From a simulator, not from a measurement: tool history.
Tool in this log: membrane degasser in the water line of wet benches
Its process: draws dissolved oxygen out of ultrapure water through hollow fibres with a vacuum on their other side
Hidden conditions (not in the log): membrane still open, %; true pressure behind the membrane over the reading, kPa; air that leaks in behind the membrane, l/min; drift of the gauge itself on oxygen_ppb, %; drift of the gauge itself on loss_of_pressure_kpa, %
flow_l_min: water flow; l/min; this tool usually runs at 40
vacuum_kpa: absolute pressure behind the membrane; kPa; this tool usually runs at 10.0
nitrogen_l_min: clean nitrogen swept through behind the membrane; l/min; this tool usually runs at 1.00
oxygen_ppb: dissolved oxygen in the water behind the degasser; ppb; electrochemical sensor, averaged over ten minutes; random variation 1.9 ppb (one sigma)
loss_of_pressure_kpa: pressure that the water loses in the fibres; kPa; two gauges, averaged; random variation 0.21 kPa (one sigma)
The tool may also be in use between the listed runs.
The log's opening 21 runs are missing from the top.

run     day  flow_l_min  vacuum_kpa  nitrogen_l_min  hours since the membrane was changed  hours since the vacuum gauge was calibrated  hours since the vacuum lines were made tight  oxygen_ppb  loss_of_pressure_kpa
 22  49.188          40        20.1            1.00                                  3284                                          958                                          2679      1164.8                 47.06
     49.883  -- gauge calibrated
 23  50.896          40        20.1            1.00                                  3325                                          999                                          2720      1199.4                 46.91
 24  54.121          30        20.1            1.00                                  3402                                         1076                                          2797       956.6                 35.16
 25  55.492          30        10.6            1.00                                  3435                                         1109                                          2830       448.8                 35.36
 26  58.167          26         8.1            1.87                                  3500                                         1173                                          2894       156.1                 30.87
 27  60.321          30        10.6            0.61                                  3551                                         1225                                          2946       653.4                 35.30
 28  63.204          30        10.6            0.61                                  3620                                         1294                                          3015       654.7                 35.10
 29  66.125          40        21.8            0.85                                  3691                                         1364                                          3085      1447.7                 46.76
 30  68.254          48         7.3            2.00                                  3742                                         1415                                          3137       219.0                 56.35
 31  70.254          40         6.1            1.00                                  3790                                         1463                                          3185       231.7                 47.07
 32  73.117          55         8.7            1.00                                  3858                                         1532                                          3253       541.5                 64.97

Here are 4 independent what-if runs from the current tool condition. What would each one return?
  A  75.896          41        13.1            1.47                                  3925                                         1599                                          3320           ?                     ?
  B  75.896          58         9.0            0.62                                  3925                                         1599                                          3320           ?                     ?
  C  75.896          55         6.2            0.51                                  3925                                         1599                                          3320           ?                     ?
  D  75.896          40        10.0            1.88                                  3925                                         1599                                          3320           ?                     ?

run  oxygen_ppb  loss_of_pressure_kpa
  A       552.7                 48.29
  B       802.6                 67.95
  C       475.2                 64.67
  D       310.8                 46.95
The same runs, with their run-to-run variation unchanged, on a tool lacking any hidden condition would have given:
run  oxygen_ppb  loss_of_pressure_kpa
  A       560.8                 48.26
  B       814.5                 67.91
  C       482.1                 64.63
  D       315.3                 46.92
